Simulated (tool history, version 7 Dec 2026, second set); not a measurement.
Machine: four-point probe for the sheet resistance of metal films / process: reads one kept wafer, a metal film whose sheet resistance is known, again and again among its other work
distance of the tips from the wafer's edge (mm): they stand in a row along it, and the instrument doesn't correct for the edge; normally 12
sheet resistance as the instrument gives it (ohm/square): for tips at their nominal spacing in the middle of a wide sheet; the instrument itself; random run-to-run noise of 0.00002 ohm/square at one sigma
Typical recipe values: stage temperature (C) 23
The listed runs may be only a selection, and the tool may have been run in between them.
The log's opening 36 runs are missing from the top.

| run | hour | stage temperature (C) | distance of the tips from the wafer's edge (mm) | sheet resistance as the instrument gives it (ohm/square) |
|---|---|---|---|---|
| 37 | 1438.2 | 27 | 16 | 0.102655 |
| 38 | 1493.9 | 19 | 12 | 0.102685 |
| 39 | 1546.6 | 26 | 7 | 0.102942 |
| 40 | 1594.9 | 26 | 53 | 0.102697 |
| 41 | 1643.3 | 26 | 53 | 0.102756 |
| 42 | 1678.0 | 34 | 5 | 0.103316 |
| 43 | 1725.3 | 30 | 5 | 0.103357 |
| 44 | 1778.0 | 21 | 4 | 0.103648 |
| 45 | 1833.5 | 21 | 4 | 0.103683 |

What if the next run were any one of these 4? Each begins from the tool's condition after run 45:
| A | 1864.9 | 30 | 19 | ? |
| B | 1864.9 | 21 | 62 | ? |
| C | 1864.9 | 27 | 5 | ? |
| D | 1864.9 | 21 | 33 | ? |

| run | sheet resistance as the instrument gives it (ohm/square) |
|---|---|
| A | 0.102945 |
| B | 0.102848 |
| C | 0.103448 |
| D | 0.102893 |
Without the tool's unlogged condition, the same runs would have read:
| run | sheet resistance as the instrument gives it (ohm/square) |
|---|---|
| A | 0.102373 |
| B | 0.102278 |
| C | 0.102874 |
| D | 0.102322 |

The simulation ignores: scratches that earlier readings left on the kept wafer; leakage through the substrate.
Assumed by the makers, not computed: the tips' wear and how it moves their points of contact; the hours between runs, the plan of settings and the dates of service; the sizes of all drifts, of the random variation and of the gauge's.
